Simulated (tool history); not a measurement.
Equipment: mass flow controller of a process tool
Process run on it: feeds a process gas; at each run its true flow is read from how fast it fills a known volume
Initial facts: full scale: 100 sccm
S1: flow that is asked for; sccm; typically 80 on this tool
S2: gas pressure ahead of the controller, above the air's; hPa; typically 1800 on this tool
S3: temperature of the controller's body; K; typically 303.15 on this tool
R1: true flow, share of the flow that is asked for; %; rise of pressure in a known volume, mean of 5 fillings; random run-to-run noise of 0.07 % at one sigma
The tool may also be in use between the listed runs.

run 1 hour=0 | S1=80 S2=1800 S3=303.15 | R1=98.11
run 2 hour=47.7 | S1=80 S2=1800 S3=303.15 | R1=98.04
run 3 hour=135.8 | S1=80 S2=2400 S3=303.15 | R1=97.76
run 4 hour=222.2 | S1=80 S2=1800 S3=303.15 | R1=98.28
run 5 hour=316.9 | S1=80 S2=1800 S3=303.15 | R1=98.1
run 6 hour=395.2 | S1=80 S2=1800 S3=312.15 | R1=97.75
run 7 hour=469 | S1=80 S2=2680 S3=312.15 | R1=97.28
run 8 hour=566 | S1=80 S2=2680 S3=312.15 | R1=97.23
run 9 hour=628.5 | S1=80 S2=1800 S3=303.15 | R1=98.17
run 10 hour=723.9 | S1=80 S2=1800 S3=303.15 | R1=98.02
run 11 hour=811.5 | S1=80 S2=1800 S3=303.15 | R1=98.01
run 12 hour=905.9 | S1=80 S2=1800 S3=303.15 | R1=97.87
run 13 hour=968.1 | S1=80 S2=1800 S3=303.15 | R1=98.15
run 14 hour=1032.5 | S1=21 S2=1800 S3=303.15 | R1=95.21
run 15 hour=1119.3 | S1=21 S2=1800 S3=303.15 | R1=95.36
run 16 hour=1200.4 | S1=21 S2=1800 S3=303.15 | R1=95.21
run 17 hour=1273.2 | S1=21 S2=1800 S3=303.15 | R1=95.12
run 18 hour=1333.6 | S1=80 S2=2210 S3=303.15 | R1=97.7
run 19 hour=1390.8 | S1=80 S2=1800 S3=307.15 | R1=97.73
run 20 hour=1459.8 | S1=80 S2=1800 S3=303.15 | R1=97.87
run 21 hour=1548.4 | S1=80 S2=1740 S3=303.15 | R1=97.92
-- hour=1554 controller's zero set anew
run 22 hour=1603.6 | S1=80 S2=1460 S3=303.15 | R1=97.97
run 23 hour=1679.1 | S1=80 S2=1800 S3=310.15 | R1=97.53
run 24 hour=1751.7 | S1=80 S2=1800 S3=310.15 | R1=97.5
run 25 hour=1820 | S1=80 S2=1800 S3=310.15 | R1=97.41
run 26 hour=1880.3 | S1=74 S2=1500 S3=302.15 | R1=97.81
-- hour=1942.6 controller's zero set anew, once more
run 27 hour=1942.6 | S1=74 S2=1500 S3=302.15 | R1=98
run 28 hour=2034.9 | S1=74 S2=1500 S3=302.15 | R1=98.03
run 29 hour=2099.3 | S1=60 S2=2600 S3=305.15 | R1=96.73
run 30 hour=2191.4 | S1=60 S2=2600 S3=305.15 | R1=96.65
run 31 hour=2249.2 | S1=60 S2=2380 S3=310.15 | R1=96.63
run 32 hour=2340.9 | S1=60 S2=2380 S3=310.15 | R1=96.66
run 33 hour=2416.6 | S1=60 S2=2380 S3=310.15 | R1=96.7
run 34 hour=2492.8 | S1=60 S2=1680 S3=312.15 | R1=96.85
run 35 hour=2560.2 | S1=17 S2=1600 S3=303.15 | R1=95.49
run 36 hour=2623.2 | S1=17 S2=1600 S3=303.15 | R1=95.4
run 37 hour=2666.7 | S1=80 S2=2260 S3=300.15 | R1=97.79
run 38 hour=2754.8 | S1=52 S2=1800 S3=303.15 | R1=96.78
run 39 hour=2801.6 | S1=52 S2=1800 S3=303.15 | R1=96.87
run 40 hour=2899.1 | S1=30 S2=1790 S3=299.15 | R1=96.17
run 41 hour=2973.2 | S1=30 S2=1790 S3=299.15 | R1=96.07
run 42 hour=3064.9 | S1=43 S2=2210 S3=294.15 | R1=96.55
run 43 hour=3145.8 | S1=80 S2=1530 S3=309.15 | R1=97.75
run 44 hour=3188.1 | S1=80 S2=1530 S3=309.15 | R1=97.69
run 45 hour=3248.4 | S1=20 S2=1470 S3=298.15 | R1=95.77
run 46 hour=3333.4 | S1=80 S2=1900 S3=307.15 | R1=97.51
run 47 hour=3399.1 | S1=49 S2=1460 S3=294.15 | R1=97.23
run 48 hour=3485.3 | S1=15 S2=1800 S3=299.15 | R1=95.1

Predict each of these 3 candidate next runs independently; none follows another, all start after run 48:
run A hour=3531.8 | S1=62 S2=1830 S3=302.15 | R1=?
run B hour=3531.8 | S1=15 S2=1820 S3=301.15 | R1=?
run C hour=3531.8 | S1=16 S2=2750 S3=296.15 | R1=?

run=A R1=96.96
run=B R1=95.03
run=C R1=94.7
What these runs would have given with no unlogged condition in the tool:
run=A R1=98.59
run=B R1=97.23
run=C R1=96.85
